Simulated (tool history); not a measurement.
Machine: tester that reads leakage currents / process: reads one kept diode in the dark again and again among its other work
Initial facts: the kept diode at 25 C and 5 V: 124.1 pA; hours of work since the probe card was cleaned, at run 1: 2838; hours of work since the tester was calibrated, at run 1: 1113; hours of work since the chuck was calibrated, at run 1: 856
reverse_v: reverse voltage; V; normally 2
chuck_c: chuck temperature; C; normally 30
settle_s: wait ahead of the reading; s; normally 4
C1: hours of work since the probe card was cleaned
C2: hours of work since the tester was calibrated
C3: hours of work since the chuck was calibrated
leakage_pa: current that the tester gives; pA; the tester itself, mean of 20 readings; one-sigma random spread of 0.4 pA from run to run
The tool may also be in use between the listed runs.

Run 1, hour 0: usual settings; C1 2838; C2 1113; C3 856. Result: leakage_pa 128.74 pA.
At hour 98.4: probe card cleaned and baked.
Run 2, hour 140.7: usual settings; C1 28; C2 1204; C3 947. Result: leakage_pa 122.24 pA.
Run 3, hour 261: usual settings but chuck_c 26 C; C1 107; C2 1283; C3 1026. Result: leakage_pa 91.58 pA.
Run 4, hour 485.2: usual settings but chuck_c 29 C; C1 255; C2 1431; C3 1173. Result: leakage_pa 111.93 pA.
Run 5, hour 657.8: usual settings but chuck_c 23 C; C1 368; C2 1544; C3 1287. Result: leakage_pa 72.29 pA.
Run 6, hour 795.1: usual settings but settle_s 9.42 s; C1 459; C2 1635; C3 1377. Result: leakage_pa 119.4 pA.
Run 7, hour 983.6: usual settings but settle_s 9.42 s; C1 583; C2 1759; C3 1501. Result: leakage_pa 118.46 pA.
Run 8, hour 1180: usual settings but settle_s 9.42 s; C1 712; C2 1888; C3 1631. Result: leakage_pa 118.01 pA.
Run 9, hour 1361.7: usual settings but settle_s 9.42 s; C1 832; C2 2008; C3 1750. Result: leakage_pa 116.89 pA.
Run 10, hour 1479.6: usual settings but chuck_c 41 C, settle_s 9.42 s; C1 909; C2 2085; C3 1828. Result: leakage_pa 248.59 pA.
Run 11, hour 1575.3: usual settings but chuck_c 41 C, settle_s 9.42 s; C1 972; C2 2148; C3 1891. Result: leakage_pa 249.2 pA.
At hour 1710: tester calibrated.
Run 12, hour 1767: usual settings but settle_s 2.38 s; C1 1097; C2 38; C3 2016. Result: leakage_pa 116.05 pA.
Run 13, hour 1949: usual settings but settle_s 2.38 s; C1 1217; C2 157; C3 2135. Result: leakage_pa 115.95 pA.
Run 14, hour 2134.7: usual settings but settle_s 2.38 s; C1 1339; C2 280; C3 2258. Result: leakage_pa 115.29 pA.
Run 15, hour 2277.4: usual settings but reverse_v 1.95 V, chuck_c 24 C, settle_s 0.46 s; C1 1433; C2 374; C3 2352. Result: leakage_pa 75.28 pA.
At hour 2300.6: chuck's temperature calibrated.
Run 16, hour 2490: usual settings but reverse_v 18.96 V, chuck_c 27 C, settle_s 0.55 s; C1 1572; C2 512; C3 125. Result: leakage_pa 260.72 pA.
Run 17, hour 2608.4: usual settings but reverse_v 19.49 V, chuck_c 27 C, settle_s 0.51 s; C1 1650; C2 590; C3 203. Result: leakage_pa 264.74 pA.
Run 18, hour 2741.6: usual settings but reverse_v 19.49 V, chuck_c 27 C, settle_s 0.51 s; C1 1737; C2 678; C3 290. Result: leakage_pa 265.21 pA.
Run 19, hour 2950.4: usual settings but reverse_v 19.49 V, chuck_c 27 C, settle_s 0.51 s; C1 1875; C2 815; C3 428. Result: leakage_pa 265.3 pA.
Run 20, hour 3104.4: usual settings but reverse_v 9.42 V, chuck_c 33 C, settle_s 6.6 s; C1 1976; C2 917; C3 529. Result: leakage_pa 277.67 pA.
Run 21, hour 3279.6: usual settings but chuck_c 42 C; C1 2091; C2 1032; C3 644. Result: leakage_pa 288.51 pA.
Run 22, hour 3443.8: usual settings but chuck_c 42 C; C1 2199; C2 1140; C3 752. Result: leakage_pa 285.64 pA.
Run 23, hour 3537.3: usual settings but settle_s 0.37 s; C1 2261; C2 1201; C3 814. Result: leakage_pa 128.87 pA.
Run 24, hour 3743.2: usual settings but settle_s 0.37 s; C1 2396; C2 1337; C3 949. Result: leakage_pa 128.06 pA.
Run 25, hour 3893.5: usual settings but reverse_v 1.94 V, settle_s 1.79 s; C1 2495; C2 1436; C3 1048. Result: leakage_pa 124.75 pA.
Run 26, hour 4050.1: usual settings but reverse_v 1.94 V, settle_s 1.79 s; C1 2598; C2 1539; C3 1152. Result: leakage_pa 124.02 pA.
Run 27, hour 4214.1: usual settings but reverse_v 1.92 V, settle_s 1.79 s; C1 2706; C2 1647; C3 1259. Result: leakage_pa 122.16 pA.

Some steps in leakage_pa between neighbouring runs. How much of each would the tool show without its hidden state too (settings, what came in, random variation), and how much is left for the hidden state, with any gauge scatter that isn't in both results?
The tool's hidden condition here consists of: stray current of the dirty probe card, pA a volt; current scale over the true one, %; true chuck temperature over the reading, C; drift of the gauge itself on leakage_pa, %.
Run 15 -> 16: reverse_v 1.95 -> 18.96, chuck_c 24 -> 27, settle_s 0.46 -> 0.55, chuck's temperature calibrated. leakage_pa +185.44 pA: hidden state +32.47, all else +152.97.
Run 19 -> 20: reverse_v 19.49 -> 9.42, chuck_c 27 -> 33, settle_s 0.51 -> 6.6. leakage_pa +12.37 pA: hidden state -18.66, all else +31.03.
Run 22 -> 23: chuck_c 42 -> 30, settle_s 4 -> 0.37. leakage_pa -156.77 pA: hidden state +8.12, all else -164.89.
